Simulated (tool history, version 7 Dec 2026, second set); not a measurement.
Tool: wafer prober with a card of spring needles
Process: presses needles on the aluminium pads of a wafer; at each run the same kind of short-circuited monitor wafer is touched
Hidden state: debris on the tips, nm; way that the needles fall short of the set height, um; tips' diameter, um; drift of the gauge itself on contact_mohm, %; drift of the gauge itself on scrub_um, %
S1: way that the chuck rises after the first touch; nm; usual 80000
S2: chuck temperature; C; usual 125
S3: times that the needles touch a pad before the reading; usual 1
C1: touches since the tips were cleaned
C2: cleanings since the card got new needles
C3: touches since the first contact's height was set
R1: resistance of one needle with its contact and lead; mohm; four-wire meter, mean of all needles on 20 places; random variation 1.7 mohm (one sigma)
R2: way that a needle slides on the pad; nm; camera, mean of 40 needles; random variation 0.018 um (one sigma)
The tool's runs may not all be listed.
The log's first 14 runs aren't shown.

run 15 hour=124.9 | S1=80000 S2=99 S3=1 | C1=7486 C2=8 C3=79064 | R1=176 R2=15330
-- hour=129.9 tips cleaned on abrasive film
run 16 hour=132.9 | S1=63000 S2=99 S3=1 | C1=506 C2=9 C3=80391 | R1=182 R2=12050
run 17 hour=138.1 | S1=63000 S2=99 S3=3 | C1=1378 C2=9 C3=81263 | R1=180 R2=12060
run 18 hour=144.3 | S1=77000 S2=125 S3=1 | C1=2410 C2=9 C3=82295 | R1=177 R2=14740
run 19 hour=151.4 | S1=97000 S2=30 S3=1 | C1=3596 C2=9 C3=83481 | R1=160 R2=18610
run 20 hour=156.2 | S1=68000 S2=117 S3=3 | C1=4396 C2=9 C3=84281 | R1=179 R2=13020
run 21 hour=167.2 | S1=68000 S2=74 S3=2 | C1=6240 C2=9 C3=86125 | R1=173 R2=13020
run 22 hour=172.9 | S1=91000 S2=98 S3=2 | C1=7181 C2=9 C3=87066 | R1=173 R2=17430
-- hour=179.4 tips cleaned on abrasive film
run 23 hour=183 | S1=91000 S2=98 S3=2 | C1=603 C2=10 C3=88739 | R1=173 R2=17430
run 24 hour=191 | S1=71000 S2=125 S3=2 | C1=1949 C2=10 C3=90085 | R1=183 R2=13610
run 25 hour=202 | S1=67000 S2=125 S3=1 | C1=3783 C2=10 C3=91919 | R1=187 R2=12840
run 26 hour=208.6 | S1=78000 S2=31 S3=2 | C1=4880 C2=10 C3=93016 | R1=160 R2=14960
run 27 hour=214 | S1=78000 S2=31 S3=2 | C1=5784 C2=10 C3=93920 | R1=161 R2=14960
run 28 hour=224.8 | S1=78000 S2=31 S3=2 | C1=7593 C2=10 C3=95729 | R1=160 R2=14970
-- hour=229.6 tips cleaned on abrasive film
run 29 hour=233.3 | S1=69000 S2=48 S3=1 | C1=620 C2=11 C3=97132 | R1=170 R2=13240
run 30 hour=243.5 | S1=69000 S2=48 S3=1 | C1=2316 C2=11 C3=98828 | R1=164 R2=13230
run 31 hour=248.6 | S1=69000 S2=25 S3=1 | C1=3166 C2=11 C3=99678 | R1=162 R2=13240
run 32 hour=255.4 | S1=60000 S2=26 S3=2 | C1=4314 C2=11 C3=100826 | R1=165 R2=11520
run 33 hour=264.9 | S1=95000 S2=125 S3=1 | C1=5903 C2=11 C3=102415 | R1=175 R2=18210
run 34 hour=271 | S1=95000 S2=82 S3=1 | C1=6919 C2=11 C3=103431 | R1=167 R2=18260
-- hour=279.5 tips cleaned on abrasive film
run 35 hour=282.1 | S1=95000 S2=82 S3=1 | C1=443 C2=12 C3=105271 | R1=166 R2=18260

Forecast each of these 4 alternatives for the next run:
run A hour=288.9 | S1=95000 S2=29 S3=1 | C1=1580 C2=12 C3=106408 | R1=? R2=?
run B hour=288.9 | S1=89000 S2=46 S3=1 | C1=1580 C2=12 C3=106408 | R1=? R2=?
run C hour=288.9 | S1=64000 S2=82 S3=2 | C1=1580 C2=12 C3=106408 | R1=? R2=?
run D hour=288.9 | S1=64000 S2=40 S3=1 | C1=1580 C2=12 C3=106408 | R1=? R2=?

run=A R1=157 R2=18250
run=B R1=164 R2=17110
run=C R1=177 R2=12290
run=D R1=168 R2=12300
Without the tool's hidden state the same runs would have given:
run=A R1=157 R2=18120
run=B R1=164 R2=16990
run=C R1=176 R2=12210
run=D R1=167 R2=12210
